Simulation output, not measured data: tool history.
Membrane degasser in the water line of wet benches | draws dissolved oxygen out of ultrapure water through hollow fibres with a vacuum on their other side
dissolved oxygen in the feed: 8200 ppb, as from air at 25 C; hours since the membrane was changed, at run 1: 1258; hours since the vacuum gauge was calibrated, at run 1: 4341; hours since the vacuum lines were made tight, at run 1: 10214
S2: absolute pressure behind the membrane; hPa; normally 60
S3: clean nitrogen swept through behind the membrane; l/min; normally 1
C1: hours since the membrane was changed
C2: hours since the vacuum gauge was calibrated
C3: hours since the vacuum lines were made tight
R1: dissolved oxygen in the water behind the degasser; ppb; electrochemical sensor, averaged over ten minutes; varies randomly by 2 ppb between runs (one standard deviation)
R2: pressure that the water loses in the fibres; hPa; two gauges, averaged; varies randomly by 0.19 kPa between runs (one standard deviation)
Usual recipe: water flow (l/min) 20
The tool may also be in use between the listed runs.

run 1 day=0 | water_flow_(l/min)=20 S2=60 S3=1 | C1=1258 C2=4341 C3=10214 | R1=197.2 R2=370.9
run 2 day=3.021 | water_flow_(l/min)=20 S2=80 S3=1 | C1=1330 C2=4413 C3=10286 | R1=284.1 R2=373
run 3 day=5.262 | water_flow_(l/min)=20 S2=80 S3=1 | C1=1384 C2=4467 C3=10340 | R1=277.4 R2=372.3
run 4 day=7.133 | water_flow_(l/min)=20 S2=60 S3=1 | C1=1429 C2=4512 C3=10385 | R1=197.4 R2=372.4
run 5 day=8.412 | water_flow_(l/min)=20 S2=121.8 S3=1 | C1=1460 C2=4543 C3=10415 | R1=457.4 R2=372.4
run 6 day=11.392 | water_flow_(l/min)=20 S2=121.8 S3=1 | C1=1531 C2=4614 C3=10487 | R1=452 R2=372.7
run 7 day=13.367 | water_flow_(l/min)=20 S2=121.8 S3=1 | C1=1579 C2=4662 C3=10534 | R1=454.7 R2=375.1
run 8 day=14.783 | water_flow_(l/min)=20 S2=56.5 S3=1 | C1=1613 C2=4695 C3=10568 | R1=181.3 R2=372.6
run 9 day=16.971 | water_flow_(l/min)=12 S2=60 S3=1 | C1=1665 C2=4748 C3=10621 | R1=87.4 R2=223
run 10 day=18.3 | water_flow_(l/min)=13 S2=60 S3=1 | C1=1697 C2=4780 C3=10653 | R1=97 R2=245
run 11 day=20.771 | water_flow_(l/min)=13 S2=60 S3=1 | C1=1756 C2=4839 C3=10712 | R1=98 R2=243.9
run 12 day=22.342 | water_flow_(l/min)=13 S2=60 S3=1 | C1=1794 C2=4877 C3=10750 | R1=94.8 R2=244.9
run 13 day=24.271 | water_flow_(l/min)=21 S2=60 S3=1.77 | C1=1840 C2=4923 C3=10796 | R1=166.2 R2=392.6
run 14 day=25.575 | water_flow_(l/min)=27 S2=61.3 S3=0.62 | C1=1872 C2=4955 C3=10827 | R1=426.1 R2=502.2
run 15 day=27.683 | water_flow_(l/min)=23 S2=132.4 S3=0.59 | C1=1922 C2=5005 C3=10878 | R1=819.2 R2=430.3
run 16 day=30.346 | water_flow_(l/min)=17 S2=107.3 S3=0.5 | C1=1986 C2=5069 C3=10942 | R1=550.8 R2=320.3
run 17 day=33.258 | water_flow_(l/min)=21 S2=116.3 S3=2.77 | C1=2056 C2=5139 C3=11012 | R1=237.4 R2=397.5
run 18 day=34.538 | water_flow_(l/min)=14 S2=66.8 S3=1 | C1=2087 C2=5170 C3=11042 | R1=130.5 R2=265.2
run 19 day=36.488 | water_flow_(l/min)=12 S2=60 S3=1 | C1=2134 C2=5216 C3=11089 | R1=87.3 R2=228
run 20 day=38.667 | water_flow_(l/min)=12 S2=60 S3=1 | C1=2186 C2=5269 C3=11142 | R1=87.2 R2=224.8
run 21 day=41.575 | water_flow_(l/min)=20 S2=60 S3=0.87 | C1=2256 C2=5338 C3=11211 | R1=209.4 R2=375.6

Measured result minus the same run's result without the hidden state. Both carry the same run-to-run variation, though not necessarily the same gauge scatter:
Hidden conditions of the tool in this case: membrane still open, %; true pressure behind the membrane over the reading, kPa; air that leaks in behind the membrane, l/min; drift of the gauge itself on oxygen_ppb, %; drift of the gauge itself on loss_of_pressure_kpa, %.
run=1 R2=+0.1
run=2 R2=+0.5
run=3 R2=+0.8
run=4 R2=+1.1
run=5 R2=+1.3
run=6 R2=+1.8
run=7 R2=+2.1
run=8 R2=+2.3
run=9 R2=+1.6
run=10 R2=+1.9
run=11 R2=+2.1
run=12 R2=+2.2
run=13 R2=+4
run=14 R2=+5.4
run=15 R2=+5
run=16 R2=+4.1
run=17 R2=+5.5
run=18 R2=+3.8
run=19 R2=+3.4
run=20 R2=+3.6
run=21 R2=+6.5
For R1, the value without the hidden state is never more than 0.2 ppb from the measured value.

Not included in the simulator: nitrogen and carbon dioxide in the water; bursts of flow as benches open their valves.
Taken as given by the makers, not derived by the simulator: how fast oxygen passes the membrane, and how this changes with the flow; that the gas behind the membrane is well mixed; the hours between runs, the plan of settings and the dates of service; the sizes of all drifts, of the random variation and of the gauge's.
